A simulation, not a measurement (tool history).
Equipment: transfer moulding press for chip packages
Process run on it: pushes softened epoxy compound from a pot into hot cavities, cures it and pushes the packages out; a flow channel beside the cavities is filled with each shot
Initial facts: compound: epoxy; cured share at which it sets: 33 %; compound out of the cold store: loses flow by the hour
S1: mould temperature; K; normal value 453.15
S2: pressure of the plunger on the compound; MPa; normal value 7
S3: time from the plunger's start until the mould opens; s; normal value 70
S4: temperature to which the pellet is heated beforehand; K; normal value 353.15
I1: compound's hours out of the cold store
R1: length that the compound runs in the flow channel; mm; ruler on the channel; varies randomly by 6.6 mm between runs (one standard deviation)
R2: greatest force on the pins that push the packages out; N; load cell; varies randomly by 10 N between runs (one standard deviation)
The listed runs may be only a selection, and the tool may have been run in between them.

run	hour	S1	S2	S3	S4	I1	R1	R2
1	0	453.15	7	70	353.15	38.2	674	699
2	15.8	446.15	7	70	353.15	24.4	727	1169
# hour 25.9: cavities cleaned with cleaning compound and waxed
# hour 32.6: plunger's sealing rings changed
3	34.6	446.15	7	70	360.15	12.5	842	846
4	44.3	446.15	7	70	360.15	26.1	790	882
5	53.7	453.15	7	70	353.15	24.4	784	647
6	64.3	453.15	7	70	353.15	30.8	777	678
7	75.3	453.15	7	70	353.15	35.5	753	684
8	85.4	458.15	7	70	353.15	24.5	784	560
9	96	458.15	7	70	353.15	14.1	797	560
10	104.4	458.15	7	70	353.15	13.8	803	570
# hour 106.8: cavities cleaned with cleaning compound and waxed
11	118.4	458.15	7	70	353.15	34.3	736	424
12	132.4	453.15	7	75	353.15	26.7	779	521
13	143.7	453.15	7.5	70	353.15	26.8	786	680
14	157.4	453.15	7.5	70	353.15	19.8	815	722
15	172.2	453.15	7.5	70	353.15	29	778	762
# hour 175.2: mould's thermocouples calibrated
# hour 186.7: cavities cleaned with cleaning compound and waxed
16	186.7	453.15	7.5	70	353.15	31.1	775	454
17	203.1	453.15	7.5	70	353.15	8.5	848	627
18	210.9	453.15	8.49	70	353.15	16.8	862	612
19	223.7	451.15	5.41	52	357.15	14	701	1545
20	233.1	451.15	5.41	52	357.15	42.6	631	1499
21	242.8	451.15	5.41	52	357.15	38.4	630	1551
22	253.7	453.15	7	70	344.15	30.2	730	766
# hour 264.7: mould's thermocouples calibrated, once more
# hour 267.4: cavities cleaned with cleaning compound and waxed
23	270.9	452.15	7.45	70	353.15	21.4	774	550
24	278.3	460.15	5.63	99	346.15	40.7	624	282
25	285.3	453.15	7	70	351.15	39.6	699	601
26	301.8	452.15	6.47	69	345.15	17.3	742	819
27	313.3	454.15	5.78	100	358.15	37.3	644	382
28	328.4	454.15	5.78	100	358.15	27.6	656	399
# hour 345.7: cavities cleaned with cleaning compound and waxed
29	345.7	448.15	5.78	52	358.15	16.7	707	1164

Below are 3 alternative next runs, each starting from the tool's condition after run 29. Predict each:
A	358.4	455.15	5.78	52	345.15	21.2	?	?
B	358.4	448.15	5.78	86	358.15	19.8	?	?
C	358.4	448.15	5.44	52	344.15	32.6	?	?

run	R1	R2
A	675	1220
B	692	462
C	636	1425
With the hidden condition removed and each run's random variation left untouched, the same runs would have given:
run	R1	R2
A	729	1025
B	747	391
C	687	1192

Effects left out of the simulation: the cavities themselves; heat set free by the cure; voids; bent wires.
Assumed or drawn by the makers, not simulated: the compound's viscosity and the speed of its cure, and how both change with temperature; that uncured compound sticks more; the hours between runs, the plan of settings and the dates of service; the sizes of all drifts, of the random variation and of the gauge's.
